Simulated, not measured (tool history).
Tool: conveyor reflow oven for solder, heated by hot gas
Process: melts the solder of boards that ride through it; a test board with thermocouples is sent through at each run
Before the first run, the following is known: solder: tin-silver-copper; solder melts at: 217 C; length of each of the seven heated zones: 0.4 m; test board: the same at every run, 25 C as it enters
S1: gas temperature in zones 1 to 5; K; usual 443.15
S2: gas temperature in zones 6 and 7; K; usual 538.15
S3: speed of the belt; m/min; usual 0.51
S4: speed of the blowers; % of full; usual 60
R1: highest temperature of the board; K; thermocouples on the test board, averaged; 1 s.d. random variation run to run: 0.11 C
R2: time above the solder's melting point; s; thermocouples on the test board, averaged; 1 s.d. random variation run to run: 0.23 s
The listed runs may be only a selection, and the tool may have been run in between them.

run	hour	S1	S2	S3	S4	R1	R2
1	0	443.15	538.15	0.51	60	520.35	63.2
2	11.3	443.15	538.15	0.51	60	520.15	63
3	22.7	443.15	538.15	0.51	69	522.95	66.7
4	49.5	443.15	538.15	0.51	69	522.65	65.9
5	61.9	443.15	538.15	0.51	69	522.85	66.7
6	77.3	443.15	546.15	0.51	60	527.15	69.2
7	102.3	443.15	538.15	0.51	60	520.25	63.1
8	128.1	443.15	538.15	0.51	55	518.95	60.7
9	142	443.15	538.15	0.51	55	518.75	61
10	166.1	443.15	538.15	0.51	62	520.85	63.9
11	180.3	443.15	538.15	0.51	62	520.95	63.9
12	205	443.15	537.15	0.51	60	519.55	62.3
13	216.4	443.15	537.15	0.51	60	519.45	62
14	235.1	443.15	537.15	0.51	60	519.55	61.7
15	261.8	443.15	537.15	0.51	60	519.65	62.6
16	273.1	443.15	537.15	0.51	60	519.45	62.5
17	292.3	456.15	545.15	0.415	81	538.05	104.3
18	315.4	443.15	538.15	0.476	75	526.15	75.6
19	336.7	431.15	528.15	0.545	52	504.05	31.9
20	355.8	431.15	548.15	0.545	52	520.35	53
21	380.3	431.15	548.15	0.545	52	520.45	52.7
22	403.7	431.15	530.15	0.545	59	508.45	39.8
23	416.8	455.15	543.15	0.565	55	521.65	61.8
24	439.4	434.15	543.15	0.558	55	517.15	49.9
25	459.1	452.15	541.15	0.51	60	524.55	71.3
26	478.2	452.15	541.15	0.51	60	524.65	71.5
27	491.9	451.15	538.15	0.51	60	521.75	68.3
28	512.5	451.15	538.15	0.51	60	521.65	68
29	527	443.15	538.15	0.51	53	517.95	59.6
30	543.5	443.15	538.15	0.51	53	518.05	60
31	556	443.15	530.15	0.523	60	512.85	52.7
32	580.9	443.15	530.15	0.523	60	512.75	52.8

Between the runs listed above, the log contained 1 entry, not reproduced here. Where in the sequence does each belong, and how does what the log doesn't record of the tool's condition differ from the listed run before to the listed run after?
Between runs 3 and 4: flux residue cleaned out of gas plates and filters (hour 34.6)
  heat that the gas passes to the board, % of a clean oven's: 99.9 -> 100
